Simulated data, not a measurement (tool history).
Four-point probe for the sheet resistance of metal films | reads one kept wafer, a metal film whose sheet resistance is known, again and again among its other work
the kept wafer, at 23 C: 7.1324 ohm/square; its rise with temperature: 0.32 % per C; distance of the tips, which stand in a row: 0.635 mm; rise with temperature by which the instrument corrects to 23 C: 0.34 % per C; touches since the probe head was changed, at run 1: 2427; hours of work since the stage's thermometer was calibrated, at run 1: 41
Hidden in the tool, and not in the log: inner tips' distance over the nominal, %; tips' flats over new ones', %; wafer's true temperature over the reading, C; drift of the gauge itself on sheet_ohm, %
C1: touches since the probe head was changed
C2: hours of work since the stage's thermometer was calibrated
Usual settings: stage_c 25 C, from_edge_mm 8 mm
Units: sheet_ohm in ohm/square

Run 1, day 0: usual settings; C1 2427; C2 41. Result: sheet_ohm 7.156687 ohm/square.
Run 2, day 0.692: usual settings but from_edge_mm 4 mm; C1 3253; C2 54. Result: sheet_ohm 7.225361 ohm/square.
Run 3, day 1.567: usual settings but from_edge_mm 4 mm; C1 4299; C2 70. Result: sheet_ohm 7.226323 ohm/square.
Run 4, day 2.142: usual settings; C1 4983; C2 81. Result: sheet_ohm 7.157689 ohm/square.
Run 5, day 3.046: usual settings but from_edge_mm 5 mm; C1 6063; C2 98. Result: sheet_ohm 7.191465 ohm/square.
Run 6, day 3.521: usual settings; C1 6630; C2 107. Result: sheet_ohm 7.156184 ohm/square.
Run 7, day 4.329: usual settings; C1 7597; C2 122. Result: sheet_ohm 7.159054 ohm/square.
Run 8, day 4.858: usual settings; C1 8226; C2 132. Result: sheet_ohm 7.159378 ohm/square.
Run 9, day 5.858: usual settings but stage_c 30 C, from_edge_mm 15 mm; C1 9421; C2 150. Result: sheet_ohm 7.130498 ohm/square.
Run 10, day 6.896: usual settings but stage_c 30 C, from_edge_mm 11 mm; C1 10658; C2 169. Result: sheet_ohm 7.137513 ohm/square.
Run 11, day 7.612: usual settings but stage_c 19 C, from_edge_mm 5 mm; C1 11512; C2 183. Result: sheet_ohm 7.207991 ohm/square.
Run 12, day 8.404: usual settings but stage_c 19 C, from_edge_mm 5 mm; C1 12457; C2 198. Result: sheet_ohm 7.207204 ohm/square.
Run 13, day 8.992: usual settings but stage_c 26 C, from_edge_mm 26 mm; C1 13162; C2 209. Result: sheet_ohm 7.134447 ohm/square.
Run 14, day 10.029: usual settings but stage_c 26 C, from_edge_mm 26 mm; C1 14401; C2 228. Result: sheet_ohm 7.135984 ohm/square.
Run 15, day 10.508: usual settings but stage_c 20 C, from_edge_mm 14 mm; C1 14972; C2 237. Result: sheet_ohm 7.151092 ohm/square.
Run 16, day 11.225: usual settings but from_edge_mm 19 mm; C1 15825; C2 250. Result: sheet_ohm 7.141649 ohm/square.

Hidden state or all else? Some run-to-run changes of sheet_ohm, split into what the settings, what came in and random variation would give without the hidden state, and what is left for the hidden state (with any gauge scatter that isn't in both results):
Run 8 -> 9: stage_c 25 -> 30, from_edge_mm 8 -> 15. sheet_ohm -0.02888 ohm/square: hidden state +0.00039, all else -0.02927.
Run 12 -> 13: stage_c 19 -> 26, from_edge_mm 5 -> 26. sheet_ohm -0.072757 ohm/square: hidden state +0.000177, all else -0.072934.

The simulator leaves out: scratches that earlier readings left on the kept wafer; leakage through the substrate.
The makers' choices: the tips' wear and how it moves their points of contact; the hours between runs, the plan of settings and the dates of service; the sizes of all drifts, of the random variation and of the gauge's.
